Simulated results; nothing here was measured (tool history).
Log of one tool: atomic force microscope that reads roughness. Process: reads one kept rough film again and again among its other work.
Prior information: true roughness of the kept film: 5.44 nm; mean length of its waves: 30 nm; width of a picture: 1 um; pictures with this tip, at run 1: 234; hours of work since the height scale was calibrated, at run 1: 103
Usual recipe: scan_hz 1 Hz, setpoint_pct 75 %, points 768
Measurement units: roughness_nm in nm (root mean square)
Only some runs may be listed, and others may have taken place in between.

run,hour,scan_hz,setpoint_pct,points,pictures with this tip,hours of work since the height scale was calibrated,roughness_nm
1,0,1,75,768,234,103,3.167
# hour 18.6: new tip fitted
2,19.3,1,75,768,1,113,3.966
3,31.6,1,75,768,22,119,3.921
4,50.6,1,75,768,53,129,3.781
5,59.8,1,75,768,69,134,3.714
6,77.8,1,75,768,99,143,3.594
7,87.7,1,75,492,115,148,3.576
# hour 90.1: height scale calibrated on a step standard
8,107.7,1,76,320,147,9,3.406
9,126.9,1,76,320,179,19,3.315
10,139.4,1,80,534,200,25,3.217
# hour 148.4: height scale calibrated on a step standard, once more
11,151.2,3.37,56,749,219,1,3.245
12,159.5,0.77,86,816,232,6,3.159

For run 13, what comes out?
# hour 178.2: new tip fitted
13,178.2,0.77,86,816,0,15,?

roughness_nm: 3.921 nm (root mean square)
Had the tool carried no hidden state, the very same run would have given roughness_nm 3.962 nm (root mean square).

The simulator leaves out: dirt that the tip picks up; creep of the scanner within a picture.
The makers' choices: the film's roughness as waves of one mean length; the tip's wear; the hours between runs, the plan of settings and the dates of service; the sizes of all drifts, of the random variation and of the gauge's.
